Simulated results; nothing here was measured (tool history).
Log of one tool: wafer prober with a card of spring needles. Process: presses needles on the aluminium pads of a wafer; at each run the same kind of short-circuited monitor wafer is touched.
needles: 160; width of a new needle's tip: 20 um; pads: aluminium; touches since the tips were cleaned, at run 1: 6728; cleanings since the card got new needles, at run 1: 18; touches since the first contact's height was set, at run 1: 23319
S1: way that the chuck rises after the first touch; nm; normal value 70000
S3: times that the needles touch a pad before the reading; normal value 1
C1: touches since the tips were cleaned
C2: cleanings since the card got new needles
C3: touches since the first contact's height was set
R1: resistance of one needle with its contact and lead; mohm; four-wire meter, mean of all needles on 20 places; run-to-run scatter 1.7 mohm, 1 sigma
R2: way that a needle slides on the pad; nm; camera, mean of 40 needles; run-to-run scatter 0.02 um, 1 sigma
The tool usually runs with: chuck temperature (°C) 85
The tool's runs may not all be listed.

{"run": 1, "hour": 0.0, "S1": 70000, "chuck temperature (°C)": 85, "S3": 1, "C1": 6728, "C2": 18, "C3": 23319, "R1": 173, "R2": 17470}
{"hour": 2.4, "done": "tips cleaned on abrasive film"}
{"run": 2, "hour": 13.5, "S1": 70000, "chuck temperature (°C)": 85, "S3": 1, "C1": 4008, "C2": 19, "C3": 28156, "R1": 170, "R2": 17420}
{"hour": 23.1, "done": "tips cleaned on abrasive film"}
{"run": 3, "hour": 23.1, "S1": 70000, "chuck temperature (°C)": 85, "S3": 1, "C1": 0, "C2": 20, "C3": 31613, "R1": 172, "R2": 17420}
{"run": 4, "hour": 35.4, "S1": 70000, "chuck temperature (°C)": 85, "S3": 2, "C1": 4435, "C2": 20, "C3": 36048, "R1": 167, "R2": 17400}
{"hour": 44.5, "done": "tips cleaned on abrasive film"}
{"run": 5, "hour": 45.2, "S1": 87000, "chuck temperature (°C)": 85, "S3": 1, "C1": 270, "C2": 21, "C3": 39554, "R1": 164, "R2": 21630}
{"run": 6, "hour": 52.4, "S1": 70000, "chuck temperature (°C)": 85, "S3": 1, "C1": 2875, "C2": 21, "C3": 42159, "R1": 171, "R2": 17380}
{"run": 7, "hour": 63.5, "S1": 70000, "chuck temperature (°C)": 85, "S3": 1, "C1": 6892, "C2": 21, "C3": 46176, "R1": 172, "R2": 17370}
{"hour": 65.2, "done": "tips cleaned on abrasive film"}
{"run": 8, "hour": 78.0, "S1": 70000, "chuck temperature (°C)": 85, "S3": 1, "C1": 4626, "C2": 22, "C3": 51381, "R1": 168, "R2": 17400}
{"hour": 85.9, "done": "tips cleaned on abrasive film"}
{"run": 9, "hour": 89.9, "S1": 70000, "chuck temperature (°C)": 85, "S3": 1, "C1": 1434, "C2": 23, "C3": 55616, "R1": 173, "R2": 17350}
{"run": 10, "hour": 100.6, "S1": 85000, "chuck temperature (°C)": 85, "S3": 1, "C1": 5335, "C2": 23, "C3": 59517, "R1": 168, "R2": 21070}
{"hour": 106.4, "done": "height of the first contact set anew"}
{"hour": 107.8, "done": "tips cleaned on abrasive film"}
{"run": 11, "hour": 116.0, "S1": 70000, "chuck temperature (°C)": 85, "S3": 1, "C1": 2976, "C2": 24, "C3": 3444, "R1": 169, "R2": 17360}
{"run": 12, "hour": 126.9, "S1": 70000, "chuck temperature (°C)": 85, "S3": 1, "C1": 6919, "C2": 24, "C3": 7387, "R1": 171, "R2": 17320}
{"hour": 128.4, "done": "tips cleaned on abrasive film"}
{"run": 13, "hour": 138.4, "S1": 89000, "chuck temperature (°C)": 85, "S3": 1, "C1": 3606, "C2": 25, "C3": 11507, "R1": 168, "R2": 22050}
{"run": 14, "hour": 146.0, "S1": 89000, "chuck temperature (°C)": 85, "S3": 1, "C1": 6359, "C2": 25, "C3": 14260, "R1": 162, "R2": 22070}
{"hour": 149.0, "done": "tips cleaned on abrasive film"}
{"run": 15, "hour": 154.3, "S1": 89000, "chuck temperature (°C)": 85, "S3": 1, "C1": 1938, "C2": 26, "C3": 17227, "R1": 164, "R2": 22030}
{"run": 16, "hour": 168.6, "S1": 60000, "chuck temperature (°C)": 85, "S3": 1, "C1": 7107, "C2": 26, "C3": 22396, "R1": 174, "R2": 14840}
{"hour": 170.0, "done": "tips cleaned on abrasive film"}
{"run": 17, "hour": 175.3, "S1": 60000, "chuck temperature (°C)": 31, "S3": 2, "C1": 1898, "C2": 27, "C3": 24755, "R1": 161, "R2": 14850}
{"run": 18, "hour": 184.6, "S1": 60000, "chuck temperature (°C)": 31, "S3": 2, "C1": 5290, "C2": 27, "C3": 28147, "R1": 163, "R2": 14850}
{"hour": 191.2, "done": "tips cleaned on abrasive film"}
{"run": 19, "hour": 200.1, "S1": 73000, "chuck temperature (°C)": 41, "S3": 1, "C1": 3233, "C2": 28, "C3": 33704, "R1": 161, "R2": 18010}
{"hour": 212.0, "done": "tips cleaned on abrasive film"}
{"run": 20, "hour": 212.7, "S1": 73000, "chuck temperature (°C)": 41, "S3": 1, "C1": 277, "C2": 29, "C3": 38224, "R1": 160, "R2": 18010}
{"run": 21, "hour": 222.5, "S1": 73000, "chuck temperature (°C)": 41, "S3": 1, "C1": 3801, "C2": 29, "C3": 41748, "R1": 162, "R2": 18040}
{"hour": 232.8, "done": "tips cleaned on abrasive film"}
{"run": 22, "hour": 236.4, "S1": 59000, "chuck temperature (°C)": 35, "S3": 1, "C1": 1324, "C2": 30, "C3": 46764, "R1": 164, "R2": 14560}
{"run": 23, "hour": 250.9, "S1": 58000, "chuck temperature (°C)": 97, "S3": 2, "C1": 6539, "C2": 30, "C3": 51979, "R1": 180, "R2": 14300}
{"hour": 254.5, "done": "tips cleaned on abrasive film"}
{"hour": 260.5, "done": "gauge calibrated"}
{"run": 24, "hour": 264.8, "S1": 58000, "chuck temperature (°C)": 97, "S3": 1, "C1": 3725, "C2": 31, "C3": 56977, "R1": 178, "R2": 14450}
{"run": 25, "hour": 272.4, "S1": 58000, "chuck temperature (°C)": 101, "S3": 2, "C1": 6467, "C2": 31, "C3": 59719, "R1": 177, "R2": 14430}
{"hour": 275.4, "done": "tips cleaned on abrasive film"}
{"hour": 278.2, "done": "height of the first contact set anew"}
{"run": 26, "hour": 287.0, "S1": 58000, "chuck temperature (°C)": 69, "S3": 2, "C1": 4094, "C2": 32, "C3": 3182, "R1": 169, "R2": 14430}
{"run": 27, "hour": 295.1, "S1": 58000, "chuck temperature (°C)": 69, "S3": 2, "C1": 7039, "C2": 32, "C3": 6127, "R1": 171, "R2": 14450}
{"hour": 296.4, "done": "tips cleaned on abrasive film"}
{"run": 28, "hour": 310.9, "S1": 54000, "chuck temperature (°C)": 30, "S3": 2, "C1": 5223, "C2": 33, "C3": 11776, "R1": 164, "R2": 13430}
{"hour": 316.9, "done": "tips cleaned on abrasive film"}
{"run": 29, "hour": 326.3, "S1": 89000, "chuck temperature (°C)": 85, "S3": 1, "C1": 3389, "C2": 34, "C3": 17318, "R1": 166, "R2": 22110}
{"run": 30, "hour": 332.9, "S1": 59000, "chuck temperature (°C)": 60, "S3": 1, "C1": 5769, "C2": 34, "C3": 19698, "R1": 172, "R2": 14650}
{"hour": 337.7, "done": "tips cleaned on abrasive film"}
{"run": 31, "hour": 344.5, "S1": 59000, "chuck temperature (°C)": 60, "S3": 1, "C1": 2473, "C2": 35, "C3": 23862, "R1": 173, "R2": 14660}

Hidden state or all else? Some run-to-run changes of R2, split into what the settings, what came in and random variation would give without the hidden state, and what is left for the hidden state (with any gauge scatter that isn't in both results):
Unlogged tool condition in this case: debris on the tips, nm; way that the needles fall short of the set height, um; tips' diameter, um; drift of the gauge itself on contact_mohm, %; drift of the gauge itself on scrub_um, %.
Run 12 -> 13: S1 70000 -> 89000, tips cleaned on abrasive film. R2 +4730 nm: hidden state -30, all else +4760.
Run 15 -> 16: S1 89000 -> 60000. R2 -7190 nm: hidden state +30, all else -7220.
Run 23 -> 24: S3 2 -> 1, tips cleaned on abrasive film, gauge calibrated. R2 +150 nm: hidden state +130, all else +20.
Run 28 -> 29: S1 54000 -> 89000, chuck temperature (°C) 30 -> 85, S3 2 -> 1, tips cleaned on abrasive film. R2 +8680 nm: hidden state -20, all else +8700.
Run 29 -> 30: S1 89000 -> 59000, chuck temperature (°C) 85 -> 60. R2 -7460 nm: hidden state +10, all else -7470.

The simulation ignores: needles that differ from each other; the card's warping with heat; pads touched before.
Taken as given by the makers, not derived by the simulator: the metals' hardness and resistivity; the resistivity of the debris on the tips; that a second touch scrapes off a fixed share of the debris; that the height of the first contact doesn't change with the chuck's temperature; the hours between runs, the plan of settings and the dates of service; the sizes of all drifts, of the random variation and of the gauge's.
